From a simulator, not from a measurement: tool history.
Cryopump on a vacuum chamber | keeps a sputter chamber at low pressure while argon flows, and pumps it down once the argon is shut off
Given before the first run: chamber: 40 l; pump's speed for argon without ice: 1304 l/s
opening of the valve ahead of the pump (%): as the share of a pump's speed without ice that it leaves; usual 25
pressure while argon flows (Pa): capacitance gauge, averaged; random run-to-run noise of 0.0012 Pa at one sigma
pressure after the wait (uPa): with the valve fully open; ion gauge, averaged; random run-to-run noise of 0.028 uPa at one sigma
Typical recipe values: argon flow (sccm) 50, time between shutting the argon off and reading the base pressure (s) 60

run	hour	argon flow (sccm)	time between shutting the argon off and reading the base pressure (s)	opening of the valve ahead of the pump (%)	pressure while argon flows (Pa)	pressure after the wait (uPa)
1	0	50	60	25	0.2655	1.86
2	18.3	50	60	25	0.2633	1.88
3	47.8	50	60	25	0.263	1.87
4	78.7	50	60	25	0.2631	1.9
5	113.6	50	60	25	0.2638	1.89
6	140.5	50	60	25	0.2656	1.87
7	174	50	60	25	0.2634	1.9
8	206.5	50	60	25	0.2651	1.91
9	244	84	60	25	0.4483	1.95
10	278	84	60	25	0.4465	1.99
11	296	50	60	23	0.2899	2.01
12	331.1	50	60	24	0.2772	1.99
13	354.2	50	60	24	0.2781	2
14	376.1	50	60	25	0.2686	2.02
15	398.9	50	60	25	0.2683	2.07
16	435.5	50	60	25	0.2681	2.08
17	452	65	60	25	0.3513	2.09
18	472	65	60	25	0.3486	2.13
19	492.4	65	60	25	0.3504	2.04
20	529	65	287	25	0.351	1.3
21	560.2	40	111	15	0.3544	1.66
22	576.6	40	111	15	0.3553	1.69
23	599.9	24	125	15	0.2129	1.58
24	632.2	24	125	15	0.214	1.62
25	670.5	24	125	15	0.2137	1.63
26	688.5	31	60	24	0.1753	2.19
27	725.1	31	60	20	0.2092	2.16
28	764.8	31	60	20	0.2084	2.21
29	786.7	40	131	20	0.2702	1.73
30	811.9	40	131	20	0.2715	1.68
31	837.1	49	85	27	0.2488	1.93

4 options for the next run, each taken on its own from the tool as it stands now. Forecast them:
A	857.8	29	60	21	?	?
B	857.8	49	24	18	?	?
C	857.8	32	59	29	?	?
D	857.8	39	203	55	?	?

run	pressure while argon flows (Pa)	pressure after the wait (uPa)
A	0.1864	2.33
B	0.3707	3.94
C	0.1525	2.29
D	0.1044	1.55
The same runs, with their run-to-run variation unchanged, on a tool lacking any hidden condition would have given:
run	pressure while argon flows (Pa)	pressure after the wait (uPa)
A	0.1778	1.34
B	0.356	2.94
C	0.143	1.31
D	0.0927	0.56
